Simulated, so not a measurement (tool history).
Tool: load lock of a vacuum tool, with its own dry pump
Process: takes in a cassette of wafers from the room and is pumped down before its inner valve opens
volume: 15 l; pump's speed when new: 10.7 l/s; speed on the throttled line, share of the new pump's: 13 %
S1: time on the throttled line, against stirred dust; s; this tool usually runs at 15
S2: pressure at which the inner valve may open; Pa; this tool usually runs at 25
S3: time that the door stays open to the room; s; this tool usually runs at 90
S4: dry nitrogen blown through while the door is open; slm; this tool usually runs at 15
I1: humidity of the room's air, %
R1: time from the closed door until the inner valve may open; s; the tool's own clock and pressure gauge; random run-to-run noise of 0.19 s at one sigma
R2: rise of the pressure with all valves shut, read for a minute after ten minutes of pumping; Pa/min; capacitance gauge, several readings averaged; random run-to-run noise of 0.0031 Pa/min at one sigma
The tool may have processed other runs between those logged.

{"run": 1, "hour": 0.0, "S1": 15, "S2": 25, "S3": 90, "S4": 15, "I1": 45.7, "R1": 25.7, "R2": 0.087}
{"run": 2, "hour": 127.5, "S1": 15, "S2": 25, "S3": 90, "S4": 6, "I1": 43.0, "R1": 26.0, "R2": 0.097}
{"run": 3, "hour": 222.7, "S1": 19, "S2": 25, "S3": 90, "S4": 15, "I1": 43.6, "R1": 29.3, "R2": 0.081}
{"run": 4, "hour": 359.2, "S1": 15, "S2": 25, "S3": 149, "S4": 15, "I1": 46.2, "R1": 25.9, "R2": 0.103}
{"run": 5, "hour": 456.1, "S1": 15, "S2": 26, "S3": 90, "S4": 15, "I1": 42.0, "R1": 25.8, "R2": 0.08}
{"run": 6, "hour": 557.8, "S1": 15, "S2": 26, "S3": 90, "S4": 15, "I1": 47.1, "R1": 25.7, "R2": 0.094}
{"run": 7, "hour": 686.2, "S1": 15, "S2": 26, "S3": 64, "S4": 15, "I1": 43.3, "R1": 25.5, "R2": 0.08}
{"run": 8, "hour": 800.3, "S1": 27, "S2": 26, "S3": 64, "S4": 15, "I1": 44.1, "R1": 36.2, "R2": 0.085}
{"run": 9, "hour": 922.6, "S1": 15, "S2": 25, "S3": 90, "S4": 15, "I1": 49.7, "R1": 26.2, "R2": 0.092}
{"run": 10, "hour": 1034.6, "S1": 15, "S2": 25, "S3": 90, "S4": 15, "I1": 49.4, "R1": 26.1, "R2": 0.098}
{"run": 11, "hour": 1103.0, "S1": 15, "S2": 25, "S3": 90, "S4": 15, "I1": 48.7, "R1": 26.2, "R2": 0.102}
{"run": 12, "hour": 1193.0, "S1": 15, "S2": 25, "S3": 90, "S4": 15, "I1": 44.7, "R1": 25.7, "R2": 0.091}
{"run": 13, "hour": 1305.1, "S1": 26, "S2": 25, "S3": 90, "S4": 15, "I1": 45.5, "R1": 35.3, "R2": 0.093}
{"run": 14, "hour": 1398.9, "S1": 15, "S2": 44, "S3": 90, "S4": 15, "I1": 45.0, "R1": 24.9, "R2": 0.096}
{"run": 15, "hour": 1497.1, "S1": 28, "S2": 25, "S3": 90, "S4": 15, "I1": 49.4, "R1": 37.2, "R2": 0.105}
{"run": 16, "hour": 1565.1, "S1": 28, "S2": 25, "S3": 90, "S4": 15, "I1": 45.2, "R1": 37.2, "R2": 0.101}
{"run": 17, "hour": 1650.3, "S1": 28, "S2": 25, "S3": 90, "S4": 15, "I1": 47.1, "R1": 36.9, "R2": 0.095}
{"run": 18, "hour": 1751.4, "S1": 12, "S2": 25, "S3": 90, "S4": 15, "I1": 43.3, "R1": 23.7, "R2": 0.091}
{"run": 19, "hour": 1883.1, "S1": 15, "S2": 25, "S3": 194, "S4": 15, "I1": 42.5, "R1": 25.9, "R2": 0.117}
{"run": 20, "hour": 2024.4, "S1": 15, "S2": 25, "S3": 194, "S4": 15, "I1": 46.0, "R1": 26.0, "R2": 0.129}
{"run": 21, "hour": 2101.6, "S1": 10, "S2": 26, "S3": 26, "S4": 14, "I1": 43.0, "R1": 22.0, "R2": 0.065}
{"run": 22, "hour": 2235.4, "S1": 10, "S2": 26, "S3": 26, "S4": 14, "I1": 44.5, "R1": 21.4, "R2": 0.077}
{"run": 23, "hour": 2336.2, "S1": 15, "S2": 35, "S3": 142, "S4": 15, "I1": 42.2, "R1": 25.6, "R2": 0.105}
{"run": 24, "hour": 2428.7, "S1": 9, "S2": 23, "S3": 56, "S4": 19, "I1": 45.5, "R1": 21.1, "R2": 0.083}
{"run": 25, "hour": 2502.5, "S1": 22, "S2": 24, "S3": 90, "S4": 15, "I1": 45.3, "R1": 32.2, "R2": 0.093}
{"run": 26, "hour": 2582.6, "S1": 15, "S2": 25, "S3": 53, "S4": 17, "I1": 42.4, "R1": 25.7, "R2": 0.086}
{"run": 27, "hour": 2707.2, "S1": 20, "S2": 32, "S3": 159, "S4": 5, "I1": 45.3, "R1": 30.0, "R2": 0.141}
{"run": 28, "hour": 2851.3, "S1": 20, "S2": 40, "S3": 147, "S4": 5, "I1": 43.0, "R1": 29.6, "R2": 0.133}
{"run": 29, "hour": 2934.8, "S1": 20, "S2": 40, "S3": 147, "S4": 5, "I1": 46.1, "R1": 29.6, "R2": 0.149}
{"run": 30, "hour": 3017.6, "S1": 20, "S2": 19, "S3": 164, "S4": 5, "I1": 46.1, "R1": 30.5, "R2": 0.155}
{"run": 31, "hour": 3097.6, "S1": 12, "S2": 47, "S3": 33, "S4": 14, "I1": 42.7, "R1": 22.5, "R2": 0.08}
{"run": 32, "hour": 3157.0, "S1": 15, "S2": 25, "S3": 89, "S4": 13, "I1": 44.9, "R1": 26.0, "R2": 0.106}
{"run": 33, "hour": 3254.0, "S1": 15, "S2": 25, "S3": 89, "S4": 13, "I1": 43.4, "R1": 26.3, "R2": 0.103}
{"run": 34, "hour": 3389.7, "S1": 15, "S2": 25, "S3": 89, "S4": 13, "I1": 42.3, "R1": 26.0, "R2": 0.105}
{"run": 35, "hour": 3532.7, "S1": 15, "S2": 21, "S3": 90, "S4": 33, "I1": 45.8, "R1": 26.7, "R2": 0.091}
{"run": 36, "hour": 3635.8, "S1": 22, "S2": 19, "S3": 213, "S4": 40, "I1": 45.5, "R1": 32.5, "R2": 0.096}
{"run": 37, "hour": 3709.6, "S1": 10, "S2": 20, "S3": 204, "S4": 40, "I1": 46.6, "R1": 22.3, "R2": 0.106}

How would selected steps in R1 from run to run divide? Give the signed amount a tool lacking its hidden state would still show from settings, what came in and random variation, and the signed amount left for the hidden state, including any gauge scatter that is not in both of the compared results.
Unlogged tool condition in this case: pump's speed, % of a new pump's; leak at the door's seal, Pa l/s; drift of the gauge itself on ready_s, %; drift of the gauge itself on rise_pa_min, %.
Run 8 -> 9: S1 27 -> 15, S2 26 -> 25, S3 64 -> 90. R1 -10.0 s: hidden state +0.3, all else -10.3.
Run 14 -> 15: S1 15 -> 28, S2 44 -> 25. R1 +12.3 s: hidden state -0.1, all else +12.4.
Run 17 -> 18: S1 28 -> 12. R1 -13.2 s: hidden state +0.3, all else -13.5.
Run 24 -> 25: S1 9 -> 22, S2 23 -> 24, S3 56 -> 90, S4 19 -> 15. R1 +11.1 s: hidden state -0.3, all else +11.4.
